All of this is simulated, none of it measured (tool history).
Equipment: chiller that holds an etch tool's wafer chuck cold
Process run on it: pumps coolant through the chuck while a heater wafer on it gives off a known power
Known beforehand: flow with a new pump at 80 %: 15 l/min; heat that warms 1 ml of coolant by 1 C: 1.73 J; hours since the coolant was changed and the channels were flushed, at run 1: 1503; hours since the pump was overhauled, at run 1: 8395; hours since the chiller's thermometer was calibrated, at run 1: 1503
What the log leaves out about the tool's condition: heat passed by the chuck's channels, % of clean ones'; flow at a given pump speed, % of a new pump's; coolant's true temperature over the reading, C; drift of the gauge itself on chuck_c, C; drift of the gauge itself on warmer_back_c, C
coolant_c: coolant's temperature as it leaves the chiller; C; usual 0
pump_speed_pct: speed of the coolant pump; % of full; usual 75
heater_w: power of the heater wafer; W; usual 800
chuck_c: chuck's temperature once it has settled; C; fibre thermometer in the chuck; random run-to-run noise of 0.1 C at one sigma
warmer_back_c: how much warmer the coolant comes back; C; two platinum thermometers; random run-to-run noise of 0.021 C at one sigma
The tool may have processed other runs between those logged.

run    hour  coolant_c  pump_speed_pct  heater_w  hours since the coolant was changed and the channels were flushed  hours since the pump was overhauled  hours since the chiller's thermometer was calibrated  chuck_c  warmer_back_c
  1     0.0          0              75       800                                                               1503                                 8395                                                  1503      7.8           2.04
  2   167.5         -5              75       800                                                               1671                                 8562                                                  1671      2.7           2.00
      346.4  -- coolant pump overhauled
  3   402.1         -5              75       800                                                               1900                                   56                                                  1900      2.8           1.98
  4   633.5         -5              75       800                                                               2132                                  287                                                  2132      2.9           1.96
  5   757.0          0              75       964                                                               2255                                  411                                                  2255      9.5           2.36
  6   981.0          0              75       800                                                               2479                                  635                                                  2479      8.0           1.97
     1062.3  -- chiller's thermometer calibrated
  7  1141.7          0              90       800                                                               2639                                  794                                                    79      7.0           1.57
  8  1313.4          0              75       800                                                               2811                                  966                                                   251      7.8           1.97
  9  1538.3          0              75      1079                                                               3036                                 1191                                                   476     10.5           2.64
 10  1652.4          0              75       622                                                               3150                                 1305                                                   590      6.4           1.50
 11  1862.4          0              75       622                                                               3360                                 1515                                                   800      6.3           1.45
 12  2010.6          0              75       800                                                               3508                                 1663                                                   948      7.9           1.93
 13  2201.2         -1              73       499                                                               3698                                 1854                                                  1139      3.9           1.17
 14  2319.6          1              69       755                                                               3817                                 1972                                                  1257      8.6           1.96
 15  2442.3         -7              88       812                                                               3939                                 2095                                                  1380      0.2           1.60
 16  2558.7         -7              88       812                                                               4056                                 2211                                                  1496      0.2           1.57
 17  2741.1         -9              75       713                                                               4238                                 2394                                                  1679     -2.2           1.68
 18  2889.5         -9              75       713                                                               4387                                 2542                                                  1827     -2.2           1.69
 19  3120.6          0              65       518                                                               4618                                 2773                                                  2058      5.5           1.40
 20  3344.6          0              94       407                                                               4842                                 2997                                                  2282      3.5           0.67
 21  3520.5          2              94       407                                                               5018                                 3173                                                  2458      5.6           0.64
     3609.9  -- chiller's thermometer calibrated
 22  3648.4         -7              67       800                                                               5145                                 3300                                                    39      1.2           2.11
 23  3815.1         -7              78       800                                                               5311                                 3467                                                   205      0.6           1.79

Each row is a separate what-if for the run after 23, all from the same tool condition, not one after another. Results?
  A  3945.3          4              66       800                                                               5442                                 3597                                                   335        ?              ?
  B  3945.3          0              88       800                                                               5442                                 3597                                                   335        ?              ?
  C  3945.3          8              84       640                                                               5442                                 3597                                                   335        ?              ?
  D  3945.3         -8              84       647                                                               5442                                 3597                                                   335        ?              ?
  E  3945.3          0              86       800                                                               5442                                 3597                                                   335        ?              ?

run  chuck_c  warmer_back_c
  A     12.3           2.13
  B      7.1           1.54
  C     13.8           1.26
  D     -2.0           1.26
  E      7.1           1.56
Had the tool no hidden state, the same runs would have come out as:
run  chuck_c  warmer_back_c
  A     12.3           2.27
  B      7.1           1.68
  C     13.7           1.40
  D     -2.0           1.40
  E      7.1           1.71
